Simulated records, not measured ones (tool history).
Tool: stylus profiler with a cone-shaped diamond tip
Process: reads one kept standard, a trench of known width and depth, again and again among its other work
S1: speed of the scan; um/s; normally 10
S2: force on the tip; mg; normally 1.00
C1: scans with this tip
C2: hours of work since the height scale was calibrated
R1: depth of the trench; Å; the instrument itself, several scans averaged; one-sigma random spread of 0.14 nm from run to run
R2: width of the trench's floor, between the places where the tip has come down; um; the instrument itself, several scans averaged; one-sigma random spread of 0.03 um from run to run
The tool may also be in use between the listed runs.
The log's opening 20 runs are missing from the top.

run	day	S1	S2	C1	C2	R1	R2
# day 21.292: height scale calibrated on a step standard
21	22.738	3	1.00	6555	17	5046.5	94.20
22	24.367	11	1.00	6741	35	5046.0	94.16
23	25.654	11	1.00	6889	50	5045.6	94.06
24	27.129	11	1.00	7057	67	5046.9	94.09
25	28.462	6	2.34	7210	82	5067.7	94.13
# day 29.804: height scale calibrated on a step standard, once more
26	29.838	6	2.34	7365	0	5042.2	94.06
27	31.429	5	0.54	7547	19	5017.9	93.96
28	32.117	2	0.34	7625	27	5014.5	94.02
29	33.312	4	0.34	7762	40	5014.2	93.95
30	34.296	32	0.67	7875	52	5017.8	93.62
31	35.912	6	1.00	8060	70	5024.0	93.94
32	37.275	6	1.00	8215	86	5027.8	93.87
33	38.908	11	0.57	8402	104	5022.5	93.79
34	40.396	20	0.61	8572	121	5022.4	93.66
35	41.067	25	1.40	8648	129	5032.5	93.69
36	41.912	25	1.40	8745	139	5031.3	93.69
37	43.446	36	2.27	8921	157	5047.6	93.60
38	45.046	36	2.27	9104	175	5046.1	93.55
39	46.283	10	2.04	9245	189	5042.8	93.66
40	47.862	10	2.04	9426	207	5044.5	93.69
41	48.692	10	2.04	9520	217	5044.2	93.60
42	49.492	13	2.02	9612	226	5044.4	93.60
43	50.167	13	2.02	9689	234	5042.6	93.64
44	51.571	30	1.62	9850	250	5038.3	93.45
45	53.062	30	1.62	10020	267	5038.4	93.45

5 options for the next run, each taken on its own from the tool as it stands now. Forecast them:
A	54.362	5	1.57	10169	282	?	?
B	54.362	11	1.00	10169	282	?	?
C	54.362	6	0.34	10169	282	?	?
D	54.362	9	0.72	10169	282	?	?
E	54.362	18	1.62	10169	282	?	?

run	R1	R2
A	5040.6	93.59
B	5031.6	93.52
C	5021.1	93.56
D	5026.8	93.56
E	5038.0	93.50
The same runs, with their run-to-run variation unchanged, on a tool lacking any hidden condition would have given:
run	R1	R2
A	5033.7	95.60
B	5024.7	95.53
C	5014.3	95.57
D	5020.0	95.57
E	5031.2	95.51
